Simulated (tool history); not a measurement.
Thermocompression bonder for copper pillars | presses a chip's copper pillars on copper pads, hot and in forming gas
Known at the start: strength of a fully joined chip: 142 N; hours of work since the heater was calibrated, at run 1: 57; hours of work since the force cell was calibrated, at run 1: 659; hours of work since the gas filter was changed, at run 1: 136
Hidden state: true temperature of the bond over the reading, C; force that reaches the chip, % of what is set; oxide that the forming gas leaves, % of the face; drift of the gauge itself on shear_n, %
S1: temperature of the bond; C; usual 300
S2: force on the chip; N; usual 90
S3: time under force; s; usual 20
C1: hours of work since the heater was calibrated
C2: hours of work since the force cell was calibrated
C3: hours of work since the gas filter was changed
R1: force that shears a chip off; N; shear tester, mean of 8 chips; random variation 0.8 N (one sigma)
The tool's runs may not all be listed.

{"run": 1, "hour": 0.0, "S1": 300, "S2": 90, "S3": 20, "C1": 57, "C2": 659, "C3": 136, "R1": 62.9}
{"run": 2, "hour": 24.6, "S1": 300, "S2": 90, "S3": 20, "C1": 70, "C2": 673, "C3": 150, "R1": 62.4}
{"run": 3, "hour": 43.8, "S1": 300, "S2": 90, "S3": 20, "C1": 81, "C2": 683, "C3": 160, "R1": 61.6}
{"run": 4, "hour": 71.3, "S1": 300, "S2": 90, "S3": 20, "C1": 96, "C2": 698, "C3": 175, "R1": 62.6}
{"run": 5, "hour": 94.2, "S1": 300, "S2": 90, "S3": 20, "C1": 108, "C2": 711, "C3": 188, "R1": 62.7}
{"run": 6, "hour": 122.9, "S1": 300, "S2": 90, "S3": 20, "C1": 124, "C2": 727, "C3": 204, "R1": 62.6}
{"run": 7, "hour": 142.0, "S1": 300, "S2": 90, "S3": 20, "C1": 135, "C2": 737, "C3": 214, "R1": 62.2}
{"run": 8, "hour": 155.1, "S1": 300, "S2": 118, "S3": 20, "C1": 142, "C2": 744, "C3": 221, "R1": 79.3}
{"run": 9, "hour": 169.6, "S1": 300, "S2": 90, "S3": 49, "C1": 150, "C2": 752, "C3": 229, "R1": 83.9}
{"run": 10, "hour": 189.7, "S1": 300, "S2": 90, "S3": 49, "C1": 161, "C2": 763, "C3": 240, "R1": 84.3}
{"run": 11, "hour": 210.3, "S1": 300, "S2": 90, "S3": 49, "C1": 172, "C2": 775, "C3": 252, "R1": 84.2}
{"run": 12, "hour": 234.9, "S1": 300, "S2": 90, "S3": 49, "C1": 186, "C2": 788, "C3": 265, "R1": 83.8}
{"run": 13, "hour": 261.2, "S1": 300, "S2": 90, "S3": 21, "C1": 200, "C2": 803, "C3": 280, "R1": 64.2}
{"run": 14, "hour": 277.1, "S1": 300, "S2": 90, "S3": 13, "C1": 209, "C2": 811, "C3": 288, "R1": 52.1}
{"run": 15, "hour": 302.8, "S1": 305, "S2": 90, "S3": 20, "C1": 223, "C2": 825, "C3": 302, "R1": 64.1}
{"run": 16, "hour": 329.6, "S1": 300, "S2": 90, "S3": 20, "C1": 237, "C2": 840, "C3": 317, "R1": 61.0}
{"run": 17, "hour": 347.7, "S1": 300, "S2": 90, "S3": 20, "C1": 247, "C2": 850, "C3": 327, "R1": 61.7}
{"run": 18, "hour": 361.4, "S1": 296, "S2": 90, "S3": 20, "C1": 255, "C2": 858, "C3": 335, "R1": 59.8}
{"run": 19, "hour": 392.8, "S1": 296, "S2": 90, "S3": 20, "C1": 272, "C2": 875, "C3": 352, "R1": 59.0}
{"run": 20, "hour": 413.7, "S1": 296, "S2": 90, "S3": 20, "C1": 284, "C2": 886, "C3": 363, "R1": 59.2}
{"run": 21, "hour": 439.0, "S1": 296, "S2": 90, "S3": 20, "C1": 298, "C2": 900, "C3": 377, "R1": 59.0}
{"run": 22, "hour": 469.2, "S1": 289, "S2": 90, "S3": 20, "C1": 314, "C2": 917, "C3": 394, "R1": 54.8}
{"run": 23, "hour": 494.6, "S1": 320, "S2": 54, "S3": 30, "C1": 328, "C2": 931, "C3": 408, "R1": 51.9}
{"run": 24, "hour": 511.4, "S1": 320, "S2": 54, "S3": 30, "C1": 337, "C2": 940, "C3": 417, "R1": 51.5}
{"hour": 522.9, "done": "forming gas filter changed"}
{"run": 25, "hour": 534.8, "S1": 320, "S2": 57, "S3": 30, "C1": 350, "C2": 953, "C3": 6, "R1": 55.4}
{"run": 26, "hour": 566.1, "S1": 289, "S2": 74, "S3": 30, "C1": 367, "C2": 970, "C3": 24, "R1": 52.7}
{"run": 27, "hour": 589.4, "S1": 289, "S2": 74, "S3": 30, "C1": 380, "C2": 983, "C3": 36, "R1": 54.4}
{"run": 28, "hour": 607.4, "S1": 284, "S2": 69, "S3": 18, "C1": 390, "C2": 992, "C3": 46, "R1": 37.2}
{"run": 29, "hour": 635.9, "S1": 284, "S2": 69, "S3": 18, "C1": 405, "C2": 1008, "C3": 62, "R1": 37.6}
{"run": 30, "hour": 661.4, "S1": 284, "S2": 69, "S3": 18, "C1": 419, "C2": 1022, "C3": 76, "R1": 37.3}
{"run": 31, "hour": 690.0, "S1": 284, "S2": 69, "S3": 18, "C1": 435, "C2": 1038, "C3": 92, "R1": 37.8}
{"run": 32, "hour": 720.8, "S1": 311, "S2": 80, "S3": 20, "C1": 452, "C2": 1055, "C3": 109, "R1": 61.7}
{"run": 33, "hour": 742.3, "S1": 300, "S2": 84, "S3": 20, "C1": 464, "C2": 1067, "C3": 120, "R1": 56.5}
{"run": 34, "hour": 758.7, "S1": 300, "S2": 84, "S3": 20, "C1": 473, "C2": 1075, "C3": 129, "R1": 58.0}
{"run": 35, "hour": 777.0, "S1": 300, "S2": 84, "S3": 20, "C1": 483, "C2": 1086, "C3": 139, "R1": 58.2}
{"run": 36, "hour": 790.4, "S1": 326, "S2": 122, "S3": 33, "C1": 490, "C2": 1093, "C3": 147, "R1": 113.0}
{"run": 37, "hour": 815.9, "S1": 310, "S2": 90, "S3": 11, "C1": 504, "C2": 1107, "C3": 161, "R1": 54.9}
{"run": 38, "hour": 845.7, "S1": 320, "S2": 54, "S3": 31, "C1": 521, "C2": 1123, "C3": 177, "R1": 52.0}
{"run": 39, "hour": 874.9, "S1": 301, "S2": 54, "S3": 31, "C1": 537, "C2": 1139, "C3": 193, "R1": 43.5}
{"run": 40, "hour": 892.3, "S1": 287, "S2": 66, "S3": 13, "C1": 546, "C2": 1149, "C3": 203, "R1": 31.0}

4 ways to go on from here, each from the tool as it stands after run 40. What would each give?
{"run": "A", "hour": 905.4, "S1": 304, "S2": 66, "S3": 27, "C1": 553, "C2": 1156, "C3": 210, "R1": "?"}
{"run": "B", "hour": 905.4, "S1": 287, "S2": 66, "S3": 50, "C1": 553, "C2": 1156, "C3": 210, "R1": "?"}
{"run": "C", "hour": 905.4, "S1": 281, "S2": 68, "S3": 13, "C1": 553, "C2": 1156, "C3": 210, "R1": "?"}
{"run": "D", "hour": 905.4, "S1": 287, "S2": 66, "S3": 13, "C1": 553, "C2": 1156, "C3": 210, "R1": "?"}

run=A R1=52.2
run=B R1=56.5
run=C R1=30.7
run=D R1=32.6
Without the tool's hidden state the same runs would have given:
run=A R1=52.5
run=B R1=56.9
run=C R1=30.9
run=D R1=32.9

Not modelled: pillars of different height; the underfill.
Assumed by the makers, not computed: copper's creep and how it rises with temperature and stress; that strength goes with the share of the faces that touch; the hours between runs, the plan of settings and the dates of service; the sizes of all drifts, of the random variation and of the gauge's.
